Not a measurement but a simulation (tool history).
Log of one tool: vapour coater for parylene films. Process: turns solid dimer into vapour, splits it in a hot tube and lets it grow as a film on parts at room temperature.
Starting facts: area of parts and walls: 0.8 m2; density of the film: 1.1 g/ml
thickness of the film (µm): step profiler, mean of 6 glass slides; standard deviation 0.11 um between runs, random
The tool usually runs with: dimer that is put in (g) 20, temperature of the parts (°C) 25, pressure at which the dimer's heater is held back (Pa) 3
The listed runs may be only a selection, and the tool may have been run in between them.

run	day	dimer that is put in (g)	temperature of the parts (°C)	pressure at which the dimer's heater is held back (Pa)	thickness of the film (µm)
1	0	20	25	3	12.79
2	1.254	20	25	3	12.52
3	2.454	20	20	3	15.98
4	3.35	20	25	3	12.35
5	4.642	20	25	3	12.47
6	5.792	20	25	3	12.12
7	6.7	20	25	3	12.41
8	7.325	20	25	3	12.3
9	8.454	20	25	3	12.21
10	9.625	20	25	3.32	11.79
11	10.792	10	25	3	6.07
12	11.896	20	25	3	12.01
13	12.608	20	25	3	12.04
14	13.512	20	25	3	11.84
15	14.625	11	25	3	6.48
16	15.629	28	25	3	17.32
17	16.758	28	25	2.92	17.71
18	17.442	28	25	2.92	17.62
19	18.771	20	20	3	15.76
20	19.65	20	20	3	15.65
21	21.092	20	20	3	15.48
22	22.017	20	20	3	15.21
23	22.996	20	20	3	14.95
24	23.638	8	20	3	6.06
25	24.992	20	31	8.47	7.2
26	25.575	20	31	8.47	7.27
27	26.675	36	25	3	21.15
28	27.308	33	25	3	19.17
29	28.225	20	22	3.43	14.02
30	29.483	20	22	3.43	13.72
31	30.242	17	35	3.51	6.19
32	31.1	17	35	3.51	6.2
33	32.017	17	35	3.51	6.62
34	33.312	14	17	8.49	10.82
35	34.125	14	17	8.49	10.81
36	34.846	14	17	8.49	10.79
37	35.746	20	30	11.41	7.76
38	36.812	20	30	11.41	7.67
39	37.783	20	18	3.17	17.73
40	38.921	20	18	3.17	17.28
41	39.679	20	25	8.32	10.35
42	40.458	11	17	3.25	9.66
43	41.183	11	17	3.25	9.9
44	41.992	21	17	2.76	19.08
45	42.621	20	35	3	7.47
46	43.583	20	29	3.4	9.6
47	44.896	20	29	3.4	9.78
48	45.65	9	23	10.41	4.74

Not shown: 4 entries that the log had between the listed runs. Between which runs, and how does the tool's hidden state differ before and after?
After run 15, before run 16: trap's valve overhauled (day 15.629)
  vapour lost through the trap's worn valve, %: 6.6 -> 0.4; true temperature of the parts over the reading, C: 0.56 -> 0.58
  measured minus no-state result, thickness of the film (µm): -0.65 -> -0.58
After run 20, before run 21: table's thermometer calibrated (day 19.775)
  vapour lost through the trap's worn valve, %: 2.1 -> 2.6; true temperature of the parts over the reading, C: 0.66 -> 1.06
  measured minus no-state result, thickness of the film (µm): -0.85 -> -1.25
After run 28, before run 29: table's thermometer calibrated, once more (day 27.6)
  vapour lost through the trap's worn valve, %: 5.1 -> 5.5; true temperature of the parts over the reading, C: 1.19 -> 0.02
  measured minus no-state result, thickness of the film (µm): -2.23 -> -0.82
After run 32, before run 33: trap's valve overhauled (day 31.392)
  vapour lost through the trap's worn valve, %: 6.6 -> 0.6; true temperature of the parts over the reading, C: 0.08 -> 0.1
  measured minus no-state result, thickness of the film (µm): -0.46 -> -0.07
